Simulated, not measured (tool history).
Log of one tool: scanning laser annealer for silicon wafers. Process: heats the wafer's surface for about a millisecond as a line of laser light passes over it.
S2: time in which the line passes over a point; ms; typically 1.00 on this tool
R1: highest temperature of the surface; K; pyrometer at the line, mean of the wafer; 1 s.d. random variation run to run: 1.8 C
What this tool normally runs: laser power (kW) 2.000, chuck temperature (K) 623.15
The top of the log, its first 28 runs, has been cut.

Run 29, hour 1382.1: usual settings but S2 0.80 ms, chuck temperature (K) 634.15. Result: R1 1246.15 K.
Run 30, hour 1433.2: usual settings but laser power (kW) 1.820, S2 0.79 ms. Result: R1 1176.15 K.
Run 31, hour 1484.9: usual settings but laser power (kW) 1.820, S2 0.79 ms. Result: R1 1172.15 K.
Run 32, hour 1516.4: usual settings but laser power (kW) 1.820, S2 0.79 ms. Result: R1 1169.15 K.
Run 33, hour 1571.7: usual settings but laser power (kW) 1.920, S2 0.75 ms, chuck temperature (K) 625.15. Result: R1 1188.15 K.
Run 34, hour 1621.9: usual settings but laser power (kW) 2.074, S2 0.75 ms, chuck temperature (K) 632.15. Result: R1 1245.15 K.
Run 35, hour 1677.1: usual settings but laser power (kW) 2.074, S2 0.75 ms, chuck temperature (K) 632.15. Result: R1 1239.15 K.
Run 36, hour 1729.2: usual settings but laser power (kW) 2.074, S2 0.75 ms, chuck temperature (K) 632.15. Result: R1 1241.15 K.
Run 37, hour 1769.8: usual settings but S2 0.99 ms, chuck temperature (K) 657.15. Result: R1 1324.15 K.
Run 38, hour 1830.7: usual settings but S2 0.99 ms, chuck temperature (K) 657.15. Result: R1 1318.15 K.
Run 39, hour 1885.6: usual settings but laser power (kW) 2.106. Result: R1 1325.15 K.
Run 40, hour 1914.5: usual settings but laser power (kW) 1.839, S2 1.17 ms, chuck temperature (K) 599.15. Result: R1 1250.15 K.

Predict each of these 4 candidate next runs independently; none follows another, all start after run 40:
Run A, hour 1944.4: usual settings but laser power (kW) 1.810, chuck temperature (K) 655.15. Result: R1 ?.
Run B, hour 1944.4: usual settings but laser power (kW) 1.730, S2 0.72 ms. Result: R1 ?.
Run C, hour 1944.4: usual settings but laser power (kW) 1.944, S2 0.77 ms, chuck temperature (K) 628.15. Result: R1 ?.
Run D, hour 1944.4: usual settings but laser power (kW) 2.132, S2 1.18 ms. Result: R1 ?.

run       R1
  A  1251.15
  B  1116.15
  C  1203.15
  D  1378.15
Without the tool's unlogged condition, the same runs would have read:
run       R1
  A  1290.15
  B  1148.15
  C  1240.15
  D  1428.15
